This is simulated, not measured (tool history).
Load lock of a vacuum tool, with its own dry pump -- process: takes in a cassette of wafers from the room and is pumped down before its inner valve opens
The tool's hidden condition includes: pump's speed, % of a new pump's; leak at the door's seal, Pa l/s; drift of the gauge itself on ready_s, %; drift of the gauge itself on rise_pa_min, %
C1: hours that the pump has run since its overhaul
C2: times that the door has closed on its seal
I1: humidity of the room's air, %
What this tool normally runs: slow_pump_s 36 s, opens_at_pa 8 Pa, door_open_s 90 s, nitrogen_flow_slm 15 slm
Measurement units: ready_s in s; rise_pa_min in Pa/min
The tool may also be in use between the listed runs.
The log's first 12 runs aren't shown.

Run 13, hour 4174: usual settings but slow_pump_s 33 s; C1 2555; C2 9390; I1 46.6. Result: ready_s 104.8 s, rise_pa_min 0.14 Pa/min.
Run 14, hour 4467.7: usual settings but slow_pump_s 33 s; C1 2849; C2 10052; I1 44.3. Result: ready_s 103.4 s, rise_pa_min 0.144 Pa/min.
Run 15, hour 4888.2: usual settings; C1 3270; C2 10999; I1 41.7. Result: ready_s 107.7 s, rise_pa_min 0.15 Pa/min.
Run 16, hour 5172.5: usual settings; C1 3554; C2 11639; I1 43.6. Result: ready_s 109.6 s, rise_pa_min 0.164 Pa/min.
Run 17, hour 5418.2: usual settings; C1 3800; C2 12193; I1 41.7. Result: ready_s 107.7 s, rise_pa_min 0.172 Pa/min.
Run 18, hour 5690: usual settings but opens_at_pa 14 Pa; C1 4071; C2 12805; I1 41.3. Result: ready_s 103.5 s, rise_pa_min 0.189 Pa/min.
Run 19, hour 6118.2: usual settings but opens_at_pa 14 Pa; C1 4500; C2 13770; I1 48.3. Result: ready_s 104.3 s, rise_pa_min 0.214 Pa/min.
Run 20, hour 6379.7: usual settings but opens_at_pa 14 Pa, door_open_s 32 s; C1 4761; C2 14359; I1 42.9. Result: ready_s 104 s, rise_pa_min 0.213 Pa/min.
Run 21, hour 6924.1: usual settings; C1 5306; C2 15586; I1 45. Result: ready_s 108.9 s, rise_pa_min 0.246 Pa/min.
Run 22, hour 7208: usual settings; C1 5589; C2 16225; I1 45.8. Result: ready_s 109.6 s, rise_pa_min 0.257 Pa/min.
Run 23, hour 7455.8: usual settings but slow_pump_s 28 s; C1 5837; C2 16784; I1 48.8. Result: ready_s 103.3 s, rise_pa_min 0.268 Pa/min.
Run 24, hour 7938.1: usual settings but opens_at_pa 9 Pa, nitrogen_flow_slm 42 slm; C1 6320; C2 17870; I1 45.9. Result: ready_s 107.7 s, rise_pa_min 0.283 Pa/min.
Run 25, hour 8440.2: usual settings but opens_at_pa 9 Pa, nitrogen_flow_slm 42 slm; C1 6822; C2 19001; I1 47.3. Result: ready_s 110.7 s, rise_pa_min 0.303 Pa/min.
Run 26, hour 8803: usual settings but opens_at_pa 9 Pa, nitrogen_flow_slm 42 slm; C1 7184; C2 19819; I1 47.3. Result: ready_s 110.1 s, rise_pa_min 0.318 Pa/min.
Run 27, hour 9248.6: usual settings but slow_pump_s 27 s, nitrogen_flow_slm 30 slm; C1 7630; C2 20822; I1 45.4. Result: ready_s 105.3 s, rise_pa_min 0.348 Pa/min.
Run 28, hour 9716.9: usual settings but slow_pump_s 27 s, nitrogen_flow_slm 36 slm; C1 8098; C2 21878; I1 45.7. Result: ready_s 106.3 s, rise_pa_min 0.365 Pa/min.
Run 29, hour 10192.2: usual settings but slow_pump_s 29 s, opens_at_pa 7 Pa, door_open_s 115 s, nitrogen_flow_slm 21 slm; C1 8574; C2 22948; I1 44.2. Result: ready_s 108.5 s, rise_pa_min 0.407 Pa/min.
Run 30, hour 10700.2: usual settings but slow_pump_s 29 s, door_open_s 115 s, nitrogen_flow_slm 4 slm; C1 9082; C2 24093; I1 46.9. Result: ready_s 109.5 s, rise_pa_min 0.45 Pa/min.
Run 31, hour 11129.9: usual settings but opens_at_pa 14 Pa, door_open_s 99 s, nitrogen_flow_slm 10 slm; C1 9511; C2 25061; I1 46.4. Result: ready_s 107.4 s, rise_pa_min 0.461 Pa/min.
Run 32, hour 11629.3: usual settings but slow_pump_s 42 s, opens_at_pa 14 Pa, door_open_s 99 s, nitrogen_flow_slm 10 slm; C1 10011; C2 26186; I1 44.9. Result: ready_s 113.2 s, rise_pa_min 0.483 Pa/min.
Run 33, hour 12025.3: usual settings but slow_pump_s 35 s, nitrogen_flow_slm 5 slm; C1 10407; C2 27078; I1 46.8. Result: ready_s 113.9 s, rise_pa_min 0.524 Pa/min.
Run 34, hour 12268.5: usual settings but slow_pump_s 35 s, nitrogen_flow_slm 5 slm; C1 10650; C2 27626; I1 45.2. Result: ready_s 113.5 s, rise_pa_min 0.549 Pa/min.
Run 35, hour 12731.6: usual settings but slow_pump_s 35 s, nitrogen_flow_slm 5 slm; C1 11113; C2 28669; I1 43.1. Result: ready_s 114.4 s, rise_pa_min 0.567 Pa/min.
Run 36, hour 13150: usual settings but slow_pump_s 35 s, nitrogen_flow_slm 5 slm; C1 11531; C2 29612; I1 43.5. Result: ready_s 114.4 s, rise_pa_min 0.601 Pa/min.

Branching from run 36: 5 alternative next runs. What would each branch give?
Run A, hour 13517.8: usual settings but slow_pump_s 35 s, door_open_s 55 s, nitrogen_flow_slm 5 slm; C1 11899; C2 30441; I1 49.9. Result: ready_s ?, rise_pa_min ?.
Run B, hour 13517.8: usual settings but slow_pump_s 53 s, nitrogen_flow_slm 5 slm; C1 11899; C2 30441; I1 43.8. Result: ready_s ?, rise_pa_min ?.
Run C, hour 13517.8: usual settings but slow_pump_s 22 s, door_open_s 163 s, nitrogen_flow_slm 4 slm; C1 11899; C2 30441; I1 45.5. Result: ready_s ?, rise_pa_min ?.
Run D, hour 13517.8: usual settings but slow_pump_s 35 s, nitrogen_flow_slm 8 slm; C1 11899; C2 30441; I1 44.9. Result: ready_s ?, rise_pa_min ?.
Run E, hour 13517.8: usual settings but opens_at_pa 14 Pa, door_open_s 230 s, nitrogen_flow_slm 23 slm; C1 11899; C2 30441; I1 46.4. Result: ready_s ?, rise_pa_min ?.

run  ready_s  rise_pa_min
  A    116.6        0.616
  B      129        0.625
  C    105.8        0.644
  D    114.7        0.617
  E    110.1         0.62
Had the tool no hidden state, the same runs would have come out as:
run  ready_s  rise_pa_min
  A      104        0.038
  B    117.3        0.043
  C     92.7        0.059
  D    102.2        0.039
  E     98.5        0.036

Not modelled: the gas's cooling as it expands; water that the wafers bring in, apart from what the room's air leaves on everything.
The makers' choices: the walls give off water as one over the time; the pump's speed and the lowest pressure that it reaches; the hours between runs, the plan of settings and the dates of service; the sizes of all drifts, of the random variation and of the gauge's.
